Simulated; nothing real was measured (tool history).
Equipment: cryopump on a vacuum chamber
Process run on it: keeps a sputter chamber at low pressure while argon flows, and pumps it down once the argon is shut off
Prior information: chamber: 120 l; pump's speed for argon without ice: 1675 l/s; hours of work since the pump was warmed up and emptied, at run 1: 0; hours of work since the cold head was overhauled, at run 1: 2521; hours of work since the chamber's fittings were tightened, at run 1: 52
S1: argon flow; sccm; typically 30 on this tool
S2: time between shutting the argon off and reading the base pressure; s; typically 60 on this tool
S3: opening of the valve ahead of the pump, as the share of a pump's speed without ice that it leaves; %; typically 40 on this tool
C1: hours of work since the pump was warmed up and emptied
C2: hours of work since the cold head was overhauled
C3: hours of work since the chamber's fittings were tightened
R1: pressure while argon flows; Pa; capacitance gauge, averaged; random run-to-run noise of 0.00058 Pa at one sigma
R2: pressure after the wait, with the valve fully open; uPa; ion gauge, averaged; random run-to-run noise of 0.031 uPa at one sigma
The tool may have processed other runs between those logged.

run    hour  S1   S2  S3   C1    C2   C3      R1    R2
  1     0.0  30   60  40    0  2521   52  0.0772  1.58
  2    64.4  30   60  40   42  2563   94  0.0759  1.62
  3   141.9  30   60  40   93  2614  145  0.0786  1.62
  4   198.7  30   60  40  130  2651  182  0.0775  1.64
  5   296.0  30   22  40  194  2715  246  0.0777  4.19
  6   384.2  30   21  40  252  2773  304  0.0794  4.33
  7   470.3  30   21  40  308  2829  360  0.0807  4.32
  8   570.8  30   60  40  374  2895  426  0.0798  1.79
  9   672.9  30   60  40  441  2962  493  0.0809  1.88
 10   766.0  30   60  40  502  3023  554  0.0812  1.94
 11   846.9  30   60  40  555  3076  607  0.0820  1.90
 12   909.0  30   60  40  596  3117  648  0.0825  1.95
 13   951.4  30   95  40  624  3144  675  0.0829  1.46
 14   997.2  30   95  40  654  3175  705  0.0843  1.43
 15  1064.0  30   95  40  698  3218  749  0.0834  1.49
 16  1151.8  30   95  40  755  3276  807  0.0858  1.58
     1196.2  -- pump warmed up, emptied and cooled again
 17  1244.2  30   95  40   31  3333  864  0.0760  1.49
 18  1302.7  18  214  21   70  3372  902  0.0870  0.98
 19  1360.1  18  214  21  107  3409  940  0.0870  0.98

For run 20, what comes out?
 20  1425.5  18  214  21  150  3452  983   ?   ?

{"run 20": {"R1": 0.0884, "R2": 1.05}}
Were there no unlogged condition in the tool, this run, its random variation unchanged, would have produced R1 0.0870 Pa, R2 0.58 uPa.
